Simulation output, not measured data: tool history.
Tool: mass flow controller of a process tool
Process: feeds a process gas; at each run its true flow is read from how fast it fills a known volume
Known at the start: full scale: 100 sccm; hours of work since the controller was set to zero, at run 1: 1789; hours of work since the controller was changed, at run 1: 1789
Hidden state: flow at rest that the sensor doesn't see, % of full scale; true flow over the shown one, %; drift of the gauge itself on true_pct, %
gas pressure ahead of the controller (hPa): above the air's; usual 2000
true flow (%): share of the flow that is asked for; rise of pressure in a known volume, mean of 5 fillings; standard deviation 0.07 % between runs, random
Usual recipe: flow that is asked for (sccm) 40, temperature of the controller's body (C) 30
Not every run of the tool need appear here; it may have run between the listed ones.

run	hour	flow that is asked for (sccm)	gas pressure ahead of the controller (hPa)	temperature of the controller's body (C)	hours of work since the controller was set to zero	hours of work since the controller was changed	true flow (%)
1	0	40	2000	30	1789	1789	99.49
2	255	40	2000	30	1971	1971	99.62
3	526.4	40	2000	30	2164	2164	99.65
4	828.6	40	2000	30	2379	2379	99.64
5	1079.3	40	2000	30	2558	2558	99.71
6	1273.6	40	2000	30	2696	2696	99.82
7	1525	40	2000	30	2875	2875	99.85
8	1700.8	40	2000	30	3000	3000	99.96
9	1918.8	40	2000	30	3155	3155	100.03
10	2112.1	40	2000	30	3293	3293	99.97
11	2364.5	40	2000	30	3473	3473	99.99
12	2505	40	2000	30	3573	3573	99.99
13	2764	40	2000	30	3757	3757	99.99
14	3027.4	40	2000	30	3945	3945	100.17
15	3243.6	50	2000	30	4099	4099	100.31
16	3389	50	2000	35	4202	4202	100.86
17	3703.6	40	2000	37	4426	4426	101.13
18	4024.4	40	2000	30	4655	4655	100.33
19	4264.1	15	2000	30	4825	4825	101
20	4496.1	15	2000	30	4990	4990	101.05
21	4818.2	15	2000	30	5220	5220	101.1
22	5018.6	70	2000	30	5362	5362	100.95
23	5284.6	70	2000	30	5552	5552	101.08
# hour 5303: controller's zero set anew
24	5530.6	40	2000	30	162	5727	101
25	5667.6	40	2000	30	260	5824	101.03
26	5803.9	40	2000	30	357	5921	101.03
27	6011	67	1620	29	504	6069	100.96
28	6185.3	11	2670	26	628	6193	103.53
29	6480.3	11	2670	26	838	6403	103.72
# hour 6550.4: controller's zero set anew, once more
30	6611.8	97	2330	30	44	6496	101.37
31	6886.3	97	1480	30	239	6691	101.4
32	7141.9	11	1450	30	421	6873	99.26
33	7385	11	1450	30	594	7047	99.32

Run 34 is up next; what results do you expect?
34	7702.7	18	2000	27	820	7273	?

Run 34 came out at true flow (%) 99.28.
With the hidden condition absent and the run-to-run variation left alone, this run would have shown true flow (%) 98.04.

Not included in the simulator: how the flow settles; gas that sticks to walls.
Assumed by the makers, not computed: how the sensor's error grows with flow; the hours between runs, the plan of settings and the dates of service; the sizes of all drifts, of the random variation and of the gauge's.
